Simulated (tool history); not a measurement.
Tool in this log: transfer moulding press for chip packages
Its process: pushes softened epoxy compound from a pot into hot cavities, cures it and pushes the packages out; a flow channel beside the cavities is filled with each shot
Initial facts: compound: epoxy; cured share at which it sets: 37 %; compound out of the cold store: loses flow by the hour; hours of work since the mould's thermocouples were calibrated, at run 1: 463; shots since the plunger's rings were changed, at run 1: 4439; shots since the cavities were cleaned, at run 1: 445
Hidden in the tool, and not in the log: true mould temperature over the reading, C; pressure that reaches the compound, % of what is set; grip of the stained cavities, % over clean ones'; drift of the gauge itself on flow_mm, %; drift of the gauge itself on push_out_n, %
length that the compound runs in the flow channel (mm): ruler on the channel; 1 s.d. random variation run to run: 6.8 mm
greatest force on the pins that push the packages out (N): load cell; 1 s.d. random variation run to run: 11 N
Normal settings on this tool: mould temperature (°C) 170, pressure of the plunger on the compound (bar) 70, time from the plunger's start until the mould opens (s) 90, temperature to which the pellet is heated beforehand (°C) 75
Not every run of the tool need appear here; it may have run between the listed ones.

run   hour  mould temperature (°C)  pressure of the plunger on the compound (bar)  time from the plunger's start until the mould opens (s)  temperature to which the pellet is heated beforehand (°C)  hours of work since the mould's thermocouples were calibrated  shots since the plunger's rings were changed  shots since the cavities were cleaned  incoming compound's hours out of the cold store  length that the compound runs in the flow channel (mm)  greatest force on the pins that push the packages out (N)
  1      0                     170                                             70                                                       90                                                         75                                                            463                                          4439                                    445                                             40.1                                                     665                                                        802
      11.2  -- cavities cleaned with cleaning compound and waxed
  2   20.9                     170                                             70                                                       90                                                         75                                                            476                                          4697                                    129                                             14.4                                                     742                                                        636
  3   45.1                     170                                             70                                                       90                                                         75                                                            493                                          5019                                    451                                             33.4                                                     688                                                        824
        56  -- cavities cleaned with cleaning compound and waxed
      74.8  -- plunger's sealing rings changed
  4   75.2                     170                                             70                                                       90                                                         75                                                            510                                             6                                    222                                                8                                                     819                                                        751
  5  100.8                     170                                             70                                                       90                                                         75                                                            528                                           346                                    562                                               37                                                     732                                                        894
     104.2  -- cavities cleaned with cleaning compound and waxed
  6  118.6                     170                                             70                                                       90                                                         75                                                            539                                           562                                    191                                               48                                                     698                                                        684
  7  139.1                     170                                             70                                                       90                                                         75                                                            553                                           834                                    463                                             27.2                                                     747                                                        839
     150.2  -- cavities cleaned with cleaning compound and waxed
  8  162.3                     170                                             70                                                       90                                                         75                                                            567                                          1122                                    160                                             28.5                                                     743                                                        667
  9  187.1                     170                                             70                                                       90                                                         75                                                            584                                          1452                                    490                                             29.4                                                     725                                                        824
       197  -- cavities cleaned with cleaning compound and waxed
 10  211.8                     170                                           54.8                                                       90                                                         75                                                            600                                          1759                                    196                                             15.7                                                     686                                                        690
 11  238.7                     174                                             70                                                       90                                                         75                                                            618                                          2116                                    553                                             29.7                                                     718                                                        827
     242.3  -- cavities cleaned with cleaning compound and waxed
 12  254.2                     170                                             70                                                       82                                                         75                                                            628                                          2302                                    158                                             41.8                                                     699                                                        698
 13  268.5                     170                                           69.4                                                       90                                                         75                                                            637                                          2492                                    348                                             45.9                                                     676                                                        792
     286.9  -- cavities cleaned with cleaning compound and waxed
 14  286.9                     170                                             70                                                       90                                                         75                                                            649                                          2716                                      0                                             16.9                                                     764                                                        499
 15  300.7                     172                                           69.8                                                       75                                                         66                                                            658                                          2900                                    184                                              9.1                                                     781                                                        787
 16  320.2                     170                                           57.3                                                       90                                                         75                                                            671                                          3158                                    442                                               38                                                     623                                                        818
     332.4  -- cavities cleaned with cleaning compound and waxed
 17  338.9                     170                                           57.3                                                       90                                                         75                                                            683                                          3387                                     86                                             33.7                                                     633                                                        583
 18  363.5                     170                                           65.8                                                      112                                                         80                                                            700                                          3714                                    413                                             20.5                                                     716                                                        699
     376.9  -- cavities cleaned with cleaning compound and waxed
 19  378.8                     164                                           65.8                                                      112                                                         85                                                            709                                          3897                                     25                                             11.4                                                     754                                                        535
 20    405                     170                                           65.8                                                      122                                                         85                                                            727                                          4245                                    373                                             46.5                                                     634                                                        704
     423.4  -- cavities cleaned with cleaning compound and waxed
 21  433.6                     171                                           54.5                                                       94                                                         85                                                            745                                          4605                                    136                                             20.1                                                     636                                                        620
 22    459                     171                                           54.5                                                       94                                                         85                                                            762                                          4942                                    473                                             34.9                                                     598                                                        797
       468  -- cavities cleaned with cleaning compound and waxed
 23  483.9                     171                                           81.4                                                      118                                                         85                                                            778                                          5252                                    211                                               10                                                     798                                                        645
     494.3  -- plunger's sealing rings changed
 24  505.9                     171                                           81.4                                                      118                                                         85                                                            792                                           154                                    470                                             19.9                                                     839                                                        777
     516.6  -- cavities cleaned with cleaning compound and waxed
 25  534.2                     174                                           53.1                                                      118                                                         76                                                            810                                           510                                    233                                               36                                                     630                                                        644
 26  548.5                     177                                           87.3                                                       97                                                         66                                                            819                                           700                                    423                                              8.7                                                     892                                                        772
     562.9  -- cavities cleaned with cleaning compound and waxed
 27  570.6                     169                                           87.3                                                       97                                                         80                                                            833                                           973                                    101                                             15.1                                                     887                                                        571
 28  587.1                     170                                             70                                                      123                                                         72                                                            845                                          1192                                    320                                             26.1                                                     740                                                        694

Forecast each of these 3 alternatives for the next run:
  A  604.1                     170                                             70                                                       88                                                         75                                                            856                                          1418                                    546                                             32.9                                                       ?                                                          ?
  B  604.1                     166                                           73.7                                                      121                                                         75                                                            856                                          1418                                    546                                             32.6                                                       ?                                                          ?
  C  604.1                     170                                             70                                                      102                                                         75                                                            856                                          1418                                    546                                             15.3                                                       ?                                                          ?

run  length that the compound runs in the flow channel (mm)  greatest force on the pins that push the packages out (N)
  A                                                     720                                                        850
  B                                                     745                                                        787
  C                                                     788                                                        797
Without the tool's unlogged condition, the same runs would have read:
run  length that the compound runs in the flow channel (mm)  greatest force on the pins that push the packages out (N)
  A                                                     740                                                        509
  B                                                     766                                                        457
  C                                                     810                                                        464
